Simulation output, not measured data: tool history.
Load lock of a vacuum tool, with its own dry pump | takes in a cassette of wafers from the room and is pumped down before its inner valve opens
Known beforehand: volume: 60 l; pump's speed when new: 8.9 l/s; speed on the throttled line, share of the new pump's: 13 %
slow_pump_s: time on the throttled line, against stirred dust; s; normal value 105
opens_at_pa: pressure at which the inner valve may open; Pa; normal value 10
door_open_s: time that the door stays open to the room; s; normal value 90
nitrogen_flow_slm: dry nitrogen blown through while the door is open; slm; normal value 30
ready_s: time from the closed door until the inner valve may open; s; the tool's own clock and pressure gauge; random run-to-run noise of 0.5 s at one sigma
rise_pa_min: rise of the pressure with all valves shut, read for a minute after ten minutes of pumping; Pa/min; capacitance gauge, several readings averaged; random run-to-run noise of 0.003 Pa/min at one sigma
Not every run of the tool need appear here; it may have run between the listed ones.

| run | day | slow_pump_s | opens_at_pa | door_open_s | nitrogen_flow_slm | incoming humidity of the room's air, % | ready_s | rise_pa_min |
|---|---|---|---|---|---|---|---|---|
| 1 | 0.000 | 105 | 10 | 90 | 30 | 46.7 | 154.2 | 0.065 |
| 2 | 2.633 | 105 | 10 | 90 | 30 | 45.1 | 156.7 | 0.065 |
| 3 | 7.292 | 105 | 10 | 90 | 30 | 46.0 | 155.1 | 0.064 |
| 4 | 10.988 | 105 | 10 | 90 | 30 | 46.6 | 155.1 | 0.066 |
| 5 | 14.804 | 105 | 10 | 90 | 30 | 45.6 | 155.7 | 0.066 |
| 6 | 19.500 | 105 | 10 | 90 | 30 | 42.8 | 155.8 | 0.068 |
| 7 | 24.000 | 105 | 10 | 90 | 30 | 46.3 | 155.7 | 0.071 |
| 8 | 25.942 | 89 | 11 | 90 | 30 | 43.0 | 141.0 | 0.074 |
| 9 | 29.717 | 105 | 10 | 234 | 4 | 42.2 | 155.9 | 0.120 |
| 10 | 32.879 | 105 | 10 | 234 | 4 | 44.3 | 156.2 | 0.118 |
| 11 | 37.579 | 60 | 14 | 227 | 30 | 46.2 | 114.2 | 0.092 |

Below are 4 alternative next runs, each starting from the tool's condition after run 11. Predict each:
| A | 42.242 | 60 | 8 | 206 | 30 | 48.3 | ? | ? |
| B | 42.242 | 105 | 7 | 90 | 7 | 47.0 | ? | ? |
| C | 42.242 | 151 | 14 | 29 | 4 | 47.3 | ? | ? |
| D | 42.242 | 60 | 12 | 172 | 30 | 41.8 | ? | ? |

| run | ready_s | rise_pa_min |
|---|---|---|
| A | 118.6 | 0.083 |
| B | 158.2 | 0.098 |
| C | 193.1 | 0.078 |
| D | 116.0 | 0.077 |
Take away the tool's hidden state, keep each run's random variation, and the runs would have read:
| run | ready_s | rise_pa_min |
|---|---|---|
| A | 115.5 | 0.034 |
| B | 155.5 | 0.050 |
| C | 190.8 | 0.030 |
| D | 113.1 | 0.028 |
